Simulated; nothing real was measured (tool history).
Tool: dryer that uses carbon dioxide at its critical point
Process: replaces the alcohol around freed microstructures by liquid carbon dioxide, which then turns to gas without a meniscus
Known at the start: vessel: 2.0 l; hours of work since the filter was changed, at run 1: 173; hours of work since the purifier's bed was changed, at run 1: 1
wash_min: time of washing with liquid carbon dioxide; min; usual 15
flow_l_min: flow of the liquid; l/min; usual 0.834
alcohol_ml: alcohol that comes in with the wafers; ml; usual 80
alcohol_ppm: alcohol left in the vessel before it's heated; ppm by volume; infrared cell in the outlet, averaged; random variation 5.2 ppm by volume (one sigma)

run,hour,wash_min,flow_l_min,alcohol_ml,hours of work since the filter was changed,hours of work since the purifier's bed was changed,alcohol_ppm
1,0,15,0.834,80,173,1,195
2,22.8,15,0.834,80,183,12,206
3,44.7,15,0.834,80,193,21,213
4,61.2,15,0.834,80,200,29,225
5,95.4,15,0.834,89,216,44,261
6,112.5,11,0.834,89,223,51,1041
# hour 135.9: inlet filter changed
7,135.9,11,1.004,89,0,61,205
8,152.9,11,1.004,89,8,69,221
9,180.2,11,0.553,89,20,81,2520
10,204.2,11,0.553,89,30,91,2509
11,232,11,0.553,89,43,104,2656
12,261.8,13,0.834,80,56,117,294
13,281.9,13,0.834,80,65,126,306
14,314.1,13,0.834,80,79,140,318
15,344.5,13,0.882,80,92,153,256
16,361.1,13,0.882,80,100,161,273
17,393,13,0.882,80,114,175,302
18,432.5,13,0.882,80,131,192,319
19,466,13,0.882,80,146,207,328
20,494.9,15,0.6,80,159,220,913
21,534.1,14,1.406,21,176,237,90
22,556.9,23,0.692,119,186,247,172
23,580,23,1.16,119,197,258,102
24,616.1,13,1.16,38,212,274,137
25,644,13,1.16,38,225,286,156
26,661.5,22,0.646,77,233,294,239
# hour 665: inlet filter changed
27,697.7,15,0.834,55,14,309,179
28,722.6,17,0.738,80,25,320,212

Forecast each of these 5 alternatives for the next run:
A,752.3,15,0.526,53,39,333,?
B,752.3,17,0.642,80,39,333,?
C,752.3,17,0.738,79,39,333,?
D,752.3,15,0.815,72,39,333,?
E,752.3,21,1.325,50,39,333,?

run,alcohol_ppm
A,788
B,357
C,228
D,233
E,120
Without the tool's hidden state the same runs would have given:
run,alcohol_ppm
A,578
B,190
C,89
D,90
E,3

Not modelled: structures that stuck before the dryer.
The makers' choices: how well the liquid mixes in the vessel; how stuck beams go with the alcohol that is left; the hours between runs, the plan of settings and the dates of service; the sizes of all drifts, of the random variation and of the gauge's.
